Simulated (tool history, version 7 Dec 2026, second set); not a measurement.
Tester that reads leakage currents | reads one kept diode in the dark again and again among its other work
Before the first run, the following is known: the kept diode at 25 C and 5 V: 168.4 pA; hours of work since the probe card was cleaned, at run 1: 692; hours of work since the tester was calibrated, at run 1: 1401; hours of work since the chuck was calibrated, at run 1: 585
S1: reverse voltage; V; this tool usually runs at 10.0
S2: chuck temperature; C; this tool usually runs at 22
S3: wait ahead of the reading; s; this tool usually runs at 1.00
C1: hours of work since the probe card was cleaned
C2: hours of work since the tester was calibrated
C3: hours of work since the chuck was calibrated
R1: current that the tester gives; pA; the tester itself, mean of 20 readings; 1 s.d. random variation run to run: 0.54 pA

| run | day | S1 | S2 | S3 | C1 | C2 | C3 | R1 |
|---|---|---|---|---|---|---|---|---|
| 1 | 0.000 | 10.0 | 22 | 1.00 | 692 | 1401 | 585 | 177.81 |
| 2 | 1.617 | 10.0 | 22 | 1.00 | 722 | 1431 | 615 | 177.12 |
|  | 2.783 | chuck's temperature calibrated |
| 3 | 3.612 | 6.8 | 22 | 1.00 | 758 | 1467 | 15 | 160.32 |
| 4 | 5.004 | 10.0 | 22 | 1.00 | 784 | 1493 | 41 | 188.50 |
| 5 | 6.446 | 10.0 | 22 | 1.00 | 810 | 1520 | 68 | 190.28 |
| 6 | 8.221 | 10.0 | 22 | 1.00 | 844 | 1553 | 101 | 189.59 |
| 7 | 9.758 | 1.8 | 22 | 1.00 | 872 | 1581 | 130 | 91.49 |
| 8 | 11.850 | 1.8 | 22 | 1.00 | 911 | 1620 | 169 | 91.32 |
| 9 | 12.858 | 1.8 | 22 | 1.00 | 930 | 1639 | 188 | 90.91 |
| 10 | 14.158 | 10.0 | 22 | 1.00 | 954 | 1664 | 212 | 188.93 |
| 11 | 16.450 | 10.0 | 22 | 1.00 | 997 | 1706 | 255 | 188.28 |
| 12 | 18.012 | 10.0 | 36 | 1.00 | 1026 | 1736 | 284 | 495.43 |
| 13 | 19.042 | 10.0 | 36 | 1.00 | 1046 | 1755 | 304 | 494.56 |
| 14 | 20.821 | 1.7 | 36 | 1.00 | 1079 | 1788 | 337 | 239.79 |
| 15 | 22.004 | 3.4 | 22 | 1.31 | 1101 | 1810 | 359 | 116.98 |
| 16 | 23.012 | 1.1 | 51 | 2.09 | 1120 | 1829 | 378 | 548.21 |
| 17 | 24.796 | 1.9 | 22 | 0.43 | 1153 | 1862 | 411 | 92.42 |
| 18 | 25.962 | 10.0 | 33 | 9.13 | 1175 | 1884 | 433 | 396.08 |
| 19 | 27.100 | 2.0 | 22 | 1.00 | 1196 | 1905 | 454 | 93.21 |
| 20 | 28.508 | 2.0 | 22 | 1.00 | 1222 | 1932 | 480 | 92.95 |
| 21 | 30.104 | 9.5 | 31 | 4.17 | 1252 | 1961 | 510 | 337.75 |
| 22 | 31.192 | 4.7 | 31 | 3.53 | 1273 | 1982 | 530 | 251.87 |
| 23 | 32.667 | 4.7 | 31 | 3.53 | 1300 | 2009 | 558 | 251.11 |
| 24 | 34.208 | 4.7 | 29 | 2.20 | 1329 | 2038 | 587 | 217.61 |
| 25 | 35.592 | 6.5 | 54 | 1.66 | 1355 | 2064 | 613 | 1321.40 |
| 26 | 36.592 | 4.2 | 54 | 2.26 | 1373 | 2082 | 631 | 1108.42 |
|  | 36.867 | chuck's temperature calibrated |
| 27 | 38.562 | 4.2 | 44 | 1.79 | 1409 | 2118 | 32 | 604.74 |
| 28 | 40.417 | 17.4 | 39 | 1.79 | 1443 | 2152 | 66 | 775.25 |

Alternative continuations, all from the tool just after run 28; predict every row:
| A | 42.108 | 17.4 | 36 | 1.79 | 1475 | 2184 | 98 | ? |
| B | 42.108 | 17.4 | 56 | 3.61 | 1475 | 2184 | 98 | ? |
| C | 42.108 | 3.6 | 22 | 1.00 | 1475 | 2184 | 98 | ? |
| D | 42.108 | 17.4 | 39 | 1.45 | 1475 | 2184 | 98 | ? |
| E | 42.108 | 6.3 | 44 | 1.37 | 1475 | 2184 | 98 | ? |

| run | R1 |
|---|---|
| A | 636.98 |
| B | 2296.55 |
| C | 123.85 |
| D | 775.24 |
| E | 708.64 |
Take away the tool's hidden state, keep each run's random variation, and the runs would have read:
| run | R1 |
|---|---|
| A | 616.17 |
| B | 2309.19 |
| C | 119.48 |
| D | 757.41 |
| E | 711.30 |
